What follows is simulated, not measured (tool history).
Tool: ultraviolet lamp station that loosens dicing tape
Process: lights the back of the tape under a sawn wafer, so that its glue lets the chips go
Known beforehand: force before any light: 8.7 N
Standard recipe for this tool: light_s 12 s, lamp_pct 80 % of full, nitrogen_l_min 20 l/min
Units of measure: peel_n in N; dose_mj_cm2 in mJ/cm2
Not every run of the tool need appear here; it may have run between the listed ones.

Run 1, hour 0.0: usual settings. Result: peel_n 0.267 N, dose_mj_cm2 277 mJ/cm2.
Run 2, hour 18.3: usual settings. Result: peel_n 0.291 N, dose_mj_cm2 274 mJ/cm2.
Run 3, hour 28.9: usual settings. Result: peel_n 0.283 N, dose_mj_cm2 279 mJ/cm2.
Run 4, hour 41.9: usual settings. Result: peel_n 0.283 N, dose_mj_cm2 274 mJ/cm2.
Run 5, hour 65.9: usual settings. Result: peel_n 0.290 N, dose_mj_cm2 275 mJ/cm2.
Run 6, hour 75.9: usual settings but lamp_pct 81 % of full. Result: peel_n 0.281 N, dose_mj_cm2 273 mJ/cm2.
Run 7, hour 89.5: usual settings but nitrogen_l_min 30 l/min. Result: peel_n 0.218 N, dose_mj_cm2 269 mJ/cm2.
Run 8, hour 103.0: usual settings but lamp_pct 93 % of full. Result: peel_n 0.227 N, dose_mj_cm2 319 mJ/cm2.
Run 9, hour 121.2: usual settings. Result: peel_n 0.297 N, dose_mj_cm2 267 mJ/cm2.
Run 10, hour 143.8: usual settings but nitrogen_l_min 11 l/min. Result: peel_n 0.511 N, dose_mj_cm2 264 mJ/cm2.
Run 11, hour 158.9: usual settings but nitrogen_l_min 11 l/min. Result: peel_n 0.499 N, dose_mj_cm2 274 mJ/cm2.
Run 12, hour 181.8: usual settings but light_s 10 s, lamp_pct 83 % of full, nitrogen_l_min 23 l/min. Result: peel_n 0.363 N, dose_mj_cm2 229 mJ/cm2.
Run 13, hour 193.0: usual settings but light_s 14 s, lamp_pct 83 % of full, nitrogen_l_min 21 l/min. Result: peel_n 0.205 N, dose_mj_cm2 322 mJ/cm2.
Run 14, hour 204.6: usual settings but nitrogen_l_min 11 l/min. Result: peel_n 0.535 N, dose_mj_cm2 265 mJ/cm2.
At hour 206.1: window cleaned of glue's vapour.
Run 15, hour 215.5: usual settings but nitrogen_l_min 11 l/min. Result: peel_n 0.543 N, dose_mj_cm2 264 mJ/cm2.
Run 16, hour 235.7: usual settings but light_s 23 s. Result: peel_n 0.140 N, dose_mj_cm2 502 mJ/cm2.
Run 17, hour 255.5: usual settings but light_s 11 s, lamp_pct 74 % of full, nitrogen_l_min 7 l/min. Result: peel_n 1.148 N, dose_mj_cm2 216 mJ/cm2.
Run 18, hour 277.0: usual settings but light_s 11 s, lamp_pct 74 % of full, nitrogen_l_min 7 l/min. Result: peel_n 1.151 N, dose_mj_cm2 222 mJ/cm2.
At hour 287.5: window cleaned of glue's vapour, once more.
Run 19, hour 296.7: usual settings but light_s 11 s, lamp_pct 74 % of full, nitrogen_l_min 7 l/min. Result: peel_n 1.052 N, dose_mj_cm2 226 mJ/cm2.
Run 20, hour 317.8: usual settings but nitrogen_l_min 14 l/min. Result: peel_n 0.434 N, dose_mj_cm2 267 mJ/cm2.
Run 21, hour 338.6: usual settings but light_s 18 s, nitrogen_l_min 11 l/min. Result: peel_n 0.205 N, dose_mj_cm2 395 mJ/cm2.

3 options for the next run, each taken on its own from the tool as it stands now. Forecast them:
Run A, hour 356.1: usual settings but light_s 8 s, lamp_pct 71 % of full, nitrogen_l_min 11 l/min. Result: peel_n ?, dose_mj_cm2 ?.
Run B, hour 356.1: usual settings but lamp_pct 84 % of full, nitrogen_l_min 12 l/min. Result: peel_n ?, dose_mj_cm2 ?.
Run C, hour 356.1: usual settings but nitrogen_l_min 36 l/min. Result: peel_n ?, dose_mj_cm2 ?.

run  peel_n  dose_mj_cm2
  A   1.556          156
  B   0.466          279
  C   0.203          263
The same runs, with their run-to-run variation unchanged, on a tool lacking any hidden condition would have given:
run  peel_n  dose_mj_cm2
  A   1.380          168
  B   0.396          299
  C   0.182          283
